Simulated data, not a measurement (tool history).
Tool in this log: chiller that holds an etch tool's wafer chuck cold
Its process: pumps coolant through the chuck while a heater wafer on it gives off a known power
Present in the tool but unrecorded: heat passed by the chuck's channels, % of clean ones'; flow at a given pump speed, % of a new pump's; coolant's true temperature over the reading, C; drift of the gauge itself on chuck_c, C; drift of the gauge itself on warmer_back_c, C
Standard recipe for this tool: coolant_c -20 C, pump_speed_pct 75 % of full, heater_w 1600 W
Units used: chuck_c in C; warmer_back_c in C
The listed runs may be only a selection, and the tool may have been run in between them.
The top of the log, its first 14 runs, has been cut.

run    hour  coolant_c  pump_speed_pct  heater_w  hours since the coolant was changed and the channels were flushed  hours since the pump was overhauled  hours since the chiller's thermometer was calibrated  chuck_c  warmer_back_c
      576.3  -- coolant pump overhauled
 15   609.7        -13              75      1600                                                               7314                                   33                                                  1785      3.6           3.73
 16   651.1        -13              69      1600                                                               7355                                   75                                                  1826      4.8           4.07
 17   685.9        -20              75      1540                                                               7390                                  110                                                  1861     -3.9           3.63
 18   719.9        -18              86      1515                                                               7424                                  144                                                  1895     -3.6           3.07
 19   765.7        -23              75      1600                                                               7470                                  189                                                  1941     -6.3           3.74
 20   828.2        -20              77      1600                                                               7532                                  252                                                  2003     -3.4           3.60
 21   889.3        -20              86      1447                                                               7594                                  313                                                  2064     -6.1           2.95
      906.7  -- coolant pump overhauled, once more
 22   920.8        -21              96      1600                                                               7620                                   14                                                  2091     -6.9           2.87
 23   976.3        -20              66       976                                                               7676                                   70                                                  2146     -9.0           2.54
 24  1038.2        -20              66       976                                                               7738                                  131                                                  2208     -9.0           2.50
 25  1066.1        -20              66       976                                                               7765                                  159                                                  2236     -9.0           2.56
 26  1112.1        -20              60      1682                                                               7811                                  205                                                  2282      0.0           4.86
 27  1162.7        -20              82       861                                                               7862                                  256                                                  2333    -11.6           1.83
 28  1224.0        -24              75       818                                                               7923                                  317                                                  2394    -15.6           1.85

What does the tool deliver on the next run?
 29  1282.1        -20              76      1701                                                               7981                                  375                                                  2452        ?              ?

Run 29 gave chuck_c -2.4 C, warmer_back_c 3.82 C.
Minus the tool's unlogged condition, the same run would have read chuck_c -4.0 C, warmer_back_c 3.78 C.
